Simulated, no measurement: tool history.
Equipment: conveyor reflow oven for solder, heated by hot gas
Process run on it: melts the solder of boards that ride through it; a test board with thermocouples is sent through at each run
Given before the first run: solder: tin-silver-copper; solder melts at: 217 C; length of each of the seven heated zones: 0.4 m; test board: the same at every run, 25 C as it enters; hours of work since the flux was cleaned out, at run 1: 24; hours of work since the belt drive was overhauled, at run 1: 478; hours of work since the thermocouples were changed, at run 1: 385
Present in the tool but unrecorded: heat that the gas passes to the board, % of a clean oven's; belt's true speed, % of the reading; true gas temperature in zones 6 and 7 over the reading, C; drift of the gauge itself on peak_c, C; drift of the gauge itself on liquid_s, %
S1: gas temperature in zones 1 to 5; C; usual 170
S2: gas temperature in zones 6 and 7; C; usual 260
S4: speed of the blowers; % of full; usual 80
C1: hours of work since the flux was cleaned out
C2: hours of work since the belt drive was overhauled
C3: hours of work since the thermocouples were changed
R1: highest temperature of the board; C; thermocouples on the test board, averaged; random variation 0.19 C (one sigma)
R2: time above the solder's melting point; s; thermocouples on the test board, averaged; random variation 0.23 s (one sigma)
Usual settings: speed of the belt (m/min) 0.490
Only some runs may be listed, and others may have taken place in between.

run 1 day=0.000 | S1=170 S2=260 speed_of_the_belt_(m/min)=0.490 S4=80 | C1=24 C2=478 C3=385 | R1=247.4 R2=69.7
run 2 day=0.508 | S1=170 S2=260 speed_of_the_belt_(m/min)=0.490 S4=80 | C1=34 C2=487 C3=394 | R1=247.4 R2=69.8
run 3 day=0.833 | S1=170 S2=260 speed_of_the_belt_(m/min)=0.490 S4=80 | C1=39 C2=493 C3=400 | R1=247.9 R2=69.4
run 4 day=1.346 | S1=170 S2=260 speed_of_the_belt_(m/min)=0.490 S4=80 | C1=49 C2=502 C3=409 | R1=247.5 R2=69.4
run 5 day=1.883 | S1=170 S2=260 speed_of_the_belt_(m/min)=0.490 S4=80 | C1=58 C2=512 C3=419 | R1=247.1 R2=68.9
run 6 day=2.358 | S1=170 S2=260 speed_of_the_belt_(m/min)=0.490 S4=80 | C1=67 C2=520 C3=427 | R1=247.2 R2=69.8
run 7 day=2.642 | S1=170 S2=260 speed_of_the_belt_(m/min)=0.490 S4=80 | C1=72 C2=525 C3=432 | R1=247.3 R2=69.1
run 8 day=2.879 | S1=170 S2=260 speed_of_the_belt_(m/min)=0.440 S4=80 | C1=76 C2=530 C3=437 | R1=249.8 R2=81.6
run 9 day=3.217 | S1=170 S2=260 speed_of_the_belt_(m/min)=0.440 S4=79 | C1=82 C2=536 C3=443 | R1=249.5 R2=81.5
run 10 day=3.467 | S1=170 S2=260 speed_of_the_belt_(m/min)=0.440 S4=79 | C1=87 C2=540 C3=447 | R1=249.7 R2=81.1
-- day=3.717 flux residue cleaned out of gas plates and filters
run 11 day=4.025 | S1=170 S2=260 speed_of_the_belt_(m/min)=0.440 S4=79 | C1=6 C2=546 C3=453 | R1=249.3 R2=80.0
run 12 day=4.367 | S1=181 S2=260 speed_of_the_belt_(m/min)=0.490 S4=80 | C1=12 C2=552 C3=460 | R1=248.6 R2=76.1
run 13 day=4.658 | S1=181 S2=260 speed_of_the_belt_(m/min)=0.490 S4=80 | C1=17 C2=558 C3=465 | R1=248.5 R2=75.6
run 14 day=5.133 | S1=181 S2=260 speed_of_the_belt_(m/min)=0.490 S4=80 | C1=25 C2=566 C3=473 | R1=248.2 R2=75.7
run 15 day=5.638 | S1=180 S2=257 speed_of_the_belt_(m/min)=0.450 S4=80 | C1=34 C2=575 C3=482 | R1=247.3 R2=82.1

Estimate the outcome of run 16 from the log above:
run 16 day=6.188 | S1=180 S2=257 speed_of_the_belt_(m/min)=0.482 S4=80 | C1=44 C2=585 C3=492 | R1=? R2=?

R1: 245.8 C
R2: 74.2 s
With the hidden condition absent and the run-to-run variation left alone, this run would have shown R1 247.1 C, R2 74.7 s.
